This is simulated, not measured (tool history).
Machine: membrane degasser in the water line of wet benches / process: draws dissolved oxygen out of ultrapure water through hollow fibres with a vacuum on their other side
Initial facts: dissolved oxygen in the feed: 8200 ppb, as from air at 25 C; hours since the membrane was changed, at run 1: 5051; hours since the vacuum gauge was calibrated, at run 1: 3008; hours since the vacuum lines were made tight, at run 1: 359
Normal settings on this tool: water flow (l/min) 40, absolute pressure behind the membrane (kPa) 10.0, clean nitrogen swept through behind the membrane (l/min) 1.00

run,hour,water flow (l/min),absolute pressure behind the membrane (kPa),clean nitrogen swept through behind the membrane (l/min),hours since the membrane was changed,hours since the vacuum gauge was calibrated,hours since the vacuum lines were made tight,dissolved oxygen in the water behind the degasser (ppb),pressure that the water loses in the fibres (kPa)
1,0.0,40,10.0,1.00,5051,3008,359,520.9,59.00
2,157.1,40,10.0,1.00,5208,3165,516,521.6,59.06
3,429.6,40,10.0,1.00,5481,3438,789,523.4,59.22
# hour 497.2: vacuum gauge calibrated
4,721.7,40,6.7,1.00,5773,225,1081,276.2,59.28
5,945.7,40,6.7,1.00,5997,448,1305,281.9,59.77
6,1153.2,40,6.7,1.00,6204,656,1512,275.6,59.84
7,1418.7,40,6.7,1.00,6470,921,1778,274.4,59.44
8,1671.3,40,7.4,1.00,6722,1174,2030,329.5,60.20
9,1914.6,40,7.4,1.00,6965,1417,2274,327.8,60.19
10,2193.6,40,7.4,1.00,7244,1696,2552,330.4,60.55
11,2330.0,40,7.4,1.00,7381,1833,2689,329.1,60.93
12,2460.0,40,7.4,1.00,7511,1963,2819,329.6,60.85
# hour 2569.8: gauge calibrated
# hour 2649.7: seals of the vacuum lines changed
13,2725.4,40,7.4,1.00,7774,2226,76,328.3,59.18
14,2990.8,40,7.4,1.00,8040,2492,341,328.9,59.82
15,3260.3,61,7.4,1.00,8309,2761,611,452.9,90.96
# hour 3494.3: membrane cartridge changed
16,3494.3,61,7.4,1.00,0,2991,841,453.8,90.26
17,3737.3,53,11.6,0.83,243,3234,1084,889.9,79.02
18,3900.9,53,11.6,0.83,407,3398,1247,895.1,79.52
# hour 3991.3: vacuum gauge calibrated
19,4127.8,40,7.2,1.61,633,137,1474,213.4,59.87
20,4358.4,40,7.2,1.61,864,367,1704,214.6,60.07
21,4619.7,25,6.7,1.43,1125,628,1965,137.6,37.36
22,4818.3,34,9.9,1.48,1323,827,2164,329.8,50.82
23,5115.8,40,17.0,1.00,1621,1124,2462,1002.3,60.06
24,5389.2,39,15.4,0.61,1894,1398,2735,1237.8,58.80
25,5532.0,39,15.4,1.66,2037,1541,2878,593.9,59.10
# hour 5665.0: seals of the vacuum lines changed
26,5719.6,39,15.4,1.66,2223,1726,55,586.5,59.17
27,5867.5,46,8.4,1.66,2371,1874,203,303.4,69.89
28,6069.5,25,10.0,1.00,2573,2076,404,355.1,38.19
29,6344.2,50,10.0,1.00,2847,2351,679,615.0,76.46
30,6597.8,50,10.0,1.00,3101,2605,933,619.9,76.26
31,6896.9,40,10.5,1.00,3400,2904,1232,554.1,61.00
32,7191.4,32,14.4,1.01,3695,3198,1526,689.7,49.15

Branching from run 32: 3 alternative next runs. What would each branch give?
A,7430.9,52,13.6,1.01,3934,3438,1766,?,?
B,7430.9,32,14.4,1.25,3934,3438,1766,?,?
C,7430.9,32,14.4,1.76,3934,3438,1766,?,?

run,dissolved oxygen in the water behind the degasser (ppb),pressure that the water loses in the fibres (kPa)
A,940.3,80.03
B,584.9,49.46
C,447.4,49.32
Without the tool's unlogged condition, the same runs would have read:
run,dissolved oxygen in the water behind the degasser (ppb),pressure that the water loses in the fibres (kPa)
A,939.1,76.93
B,584.2,47.55
C,446.8,47.41
